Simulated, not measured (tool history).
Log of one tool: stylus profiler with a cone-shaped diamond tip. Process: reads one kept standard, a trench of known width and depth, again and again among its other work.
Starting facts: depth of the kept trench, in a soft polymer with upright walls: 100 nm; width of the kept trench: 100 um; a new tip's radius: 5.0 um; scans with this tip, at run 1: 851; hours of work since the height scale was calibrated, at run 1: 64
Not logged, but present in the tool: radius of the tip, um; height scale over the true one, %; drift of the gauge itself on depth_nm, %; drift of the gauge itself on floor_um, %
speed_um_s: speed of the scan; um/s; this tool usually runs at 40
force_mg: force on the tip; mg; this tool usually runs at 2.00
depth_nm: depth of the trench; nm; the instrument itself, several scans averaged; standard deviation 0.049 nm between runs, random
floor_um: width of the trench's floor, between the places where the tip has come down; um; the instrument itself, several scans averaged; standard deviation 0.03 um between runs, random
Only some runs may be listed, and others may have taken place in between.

| run | hour | speed_um_s | force_mg | scans with this tip | hours of work since the height scale was calibrated | depth_nm | floor_um |
|---|---|---|---|---|---|---|---|
| 1 | 0.0 | 40 | 2.00 | 851 | 64 | 100.59 | 97.96 |
| 2 | 22.4 | 31 | 2.00 | 992 | 74 | 100.73 | 97.94 |
| 3 | 38.4 | 68 | 2.00 | 1093 | 82 | 100.57 | 97.87 |
| 4 | 50.1 | 68 | 2.00 | 1166 | 87 | 100.70 | 97.86 |
| 5 | 68.0 | 80 | 2.00 | 1278 | 95 | 100.65 | 97.77 |
| 6 | 82.1 | 40 | 5.75 | 1367 | 102 | 101.35 | 97.97 |
| 7 | 108.5 | 40 | 5.75 | 1533 | 115 | 101.26 | 97.90 |
| 8 | 132.6 | 40 | 5.75 | 1684 | 126 | 101.22 | 97.86 |
| 9 | 157.2 | 40 | 5.75 | 1839 | 137 | 101.37 | 97.86 |
| 10 | 179.5 | 40 | 2.00 | 1979 | 148 | 100.68 | 97.84 |
| 11 | 200.7 | 40 | 2.57 | 2112 | 158 | 100.81 | 97.85 |
| 12 | 217.6 | 40 | 2.00 | 2218 | 166 | 100.66 | 97.83 |
| 13 | 236.3 | 40 | 2.00 | 2336 | 174 | 100.65 | 97.82 |
| 14 | 260.3 | 40 | 2.00 | 2487 | 186 | 100.66 | 97.80 |
| 15 | 279.8 | 40 | 2.00 | 2609 | 195 | 100.75 | 97.81 |
| 16 | 303.6 | 129 | 2.84 | 2758 | 206 | 100.83 | 97.66 |
| 17 | 316.5 | 36 | 1.64 | 2840 | 212 | 100.65 | 97.79 |

What does the tool deliver on the next run?
| 18 | 341.2 | 155 | 4.75 | 2995 | 224 | ? | ? |

Run 18 came out at depth_nm 101.12 nm, floor_um 97.68 um.
With no hidden state in the tool, this same run would have given depth_nm 101.04 nm, floor_um 97.83 um.

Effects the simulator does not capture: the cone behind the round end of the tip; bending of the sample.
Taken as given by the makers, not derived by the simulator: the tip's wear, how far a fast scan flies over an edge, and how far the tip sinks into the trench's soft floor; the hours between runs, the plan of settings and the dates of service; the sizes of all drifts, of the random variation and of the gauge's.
